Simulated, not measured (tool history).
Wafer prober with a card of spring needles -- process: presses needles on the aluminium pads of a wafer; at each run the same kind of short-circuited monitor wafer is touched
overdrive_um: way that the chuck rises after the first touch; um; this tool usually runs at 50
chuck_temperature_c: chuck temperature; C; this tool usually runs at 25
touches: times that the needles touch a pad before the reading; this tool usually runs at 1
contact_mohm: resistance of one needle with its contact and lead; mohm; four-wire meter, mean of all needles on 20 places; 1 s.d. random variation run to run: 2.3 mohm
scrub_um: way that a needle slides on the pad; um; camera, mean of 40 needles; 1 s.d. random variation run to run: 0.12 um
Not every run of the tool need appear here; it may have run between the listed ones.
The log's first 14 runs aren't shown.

run,hour,overdrive_um,chuck_temperature_c,touches,touches since the tips were cleaned,cleanings since the card got new needles,touches since the first contact's height was set,contact_mohm,scrub_um
# hour 160.7: tips cleaned on abrasive film
15,165.1,50,27,1,718,45,87173,251,7.84
# hour 171.8: tips cleaned on abrasive film
16,177.4,50,27,1,927,46,89203,251,7.76
# hour 182.8: tips cleaned on abrasive film
17,190,50,27,2,1200,47,91283,254,7.73
# hour 194.8: tips cleaned on abrasive film
18,197.5,61,27,2,443,48,92517,250,9.42
# hour 206.2: tips cleaned on abrasive film
19,206.2,57,64,2,3,49,93949,256,8.79
# hour 217.9: tips cleaned on abrasive film
20,219.1,57,108,1,205,50,96074,274,8.81
# hour 229.8: tips cleaned on abrasive film
21,230.9,34,25,2,179,51,98019,262,5.15
# hour 241.1: tips cleaned on abrasive film
22,243.4,34,25,2,382,52,100086,262,5.36
# hour 252.7: tips cleaned on abrasive film
23,259.3,50,52,3,1093,53,102709,261,7.6
# hour 264.9: tips cleaned on abrasive film
24,269.5,50,52,3,764,54,104388,263,7.79
# hour 276.4: tips cleaned on abrasive film
25,278.7,48,62,2,382,55,105912,261,7.55
# hour 288.6: tips cleaned on abrasive film
26,293.5,50,64,3,812,56,108345,265,7.66
# hour 299.5: tips cleaned on abrasive film
# hour 310.6: tips cleaned on abrasive film
27,310.6,66,105,1,0,58,111159,268,10.1
# hour 322.7: tips cleaned on abrasive film
28,325.6,60,25,2,468,59,113632,249,8.97
# hour 334: tips cleaned on abrasive film
29,337,56,25,3,484,60,115510,252,8.47
# hour 345.4: tips cleaned on abrasive film
30,351,52,70,2,928,61,117833,266,7.9
# hour 356.8: tips cleaned on abrasive film
31,358.9,33,87,2,364,62,119134,285,5.1
# hour 368.4: tips cleaned on abrasive film
32,371.6,63,87,1,536,63,121223,268,9.63
# hour 380.2: tips cleaned on abrasive film
33,387.2,63,42,3,1167,64,123795,253,9.65
# hour 391.4: tips cleaned on abrasive film
# hour 402.4: tips cleaned on abrasive film
34,402.6,63,42,3,34,66,126334,252,9.61

Consider 3 possible next runs. They are alternatives, not a sequence: every one starts from the tool as it was left by run 34. What does each give?
# hour 414.1: tips cleaned on abrasive film
A,418.3,56,36,1,708,67,128925,?,?
# hour 414.1: tips cleaned on abrasive film
B,418.3,63,43,2,708,67,128925,?,?
# hour 414.1: tips cleaned on abrasive film
C,418.3,63,92,3,708,67,128925,?,?

run,contact_mohm,scrub_um
A,254,8.6
B,248,9.36
C,262,9.62
With the hidden condition removed and each run's random variation left untouched, the same runs would have given:
run,contact_mohm,scrub_um
A,254,8.6
B,248,9.37
C,262,9.62
